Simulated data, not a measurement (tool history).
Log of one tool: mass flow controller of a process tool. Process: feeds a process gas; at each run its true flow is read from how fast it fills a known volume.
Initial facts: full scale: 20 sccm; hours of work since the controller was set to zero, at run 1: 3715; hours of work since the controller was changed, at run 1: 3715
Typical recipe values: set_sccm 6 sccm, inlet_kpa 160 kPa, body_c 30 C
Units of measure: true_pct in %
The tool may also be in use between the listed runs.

run,hour,set_sccm,inlet_kpa,body_c,hours of work since the controller was set to zero,hours of work since the controller was changed,true_pct
1,0.0,6,160,30,3715,3715,97.79
2,127.0,6,160,30,3812,3812,97.77
3,279.1,6,160,30,3929,3929,97.87
4,446.0,6,160,30,4056,4056,97.83
5,544.6,6,160,30,4132,4132,97.69
6,713.6,5,160,30,4261,4261,97.61
7,834.8,6,160,30,4353,4353,97.72
8,949.5,6,160,30,4441,4441,97.52
9,1020.9,6,252,30,4496,4496,97.40
10,1128.3,6,252,30,4578,4578,97.12
11,1292.0,6,252,30,4703,4703,97.00
12,1398.9,6,160,36,4785,4785,97.25
13,1546.5,6,160,36,4897,4897,97.21
14,1629.1,6,237,30,4961,4961,97.13
15,1733.2,6,237,30,5040,5040,96.94
16,1872.5,6,237,30,5147,5147,97.04
17,1972.4,6,160,38,5223,5223,97.03
18,2049.6,6,160,38,5282,5282,97.08
19,2127.2,9,235,34,5341,5341,97.28
20,2211.6,19,171,34,5406,5406,98.92
21,2339.2,19,171,34,5503,5503,98.91
22,2496.8,19,171,34,5624,5624,98.81
23,2650.2,19,171,34,5741,5741,98.85
24,2729.7,19,171,34,5802,5802,98.79
25,2851.3,19,160,20,5895,5895,99.31
26,2960.2,6,259,30,5978,5978,96.66
# hour 3034.0: controller's zero set anew
27,3034.8,6,259,30,1,6034,96.51
28,3123.6,15,141,27,68,6102,98.45
29,3250.6,5,191,33,166,6199,96.62

Hidden state at the last listed run before each entry between runs and at the first one after, where it differs:
Logged between run 26 and run 27: controller's zero set anew (hour 3034.0)
  flow at rest that the sensor doesn't see, % of full scale: 0.002 -> 0; true flow over the shown one, %: 0 -> 0.01; drift of the gauge itself on true_pct, %: -0.88 -> -0.9
  measured result minus the result with no hidden state, true_pct: -0.85 -> -0.88 %
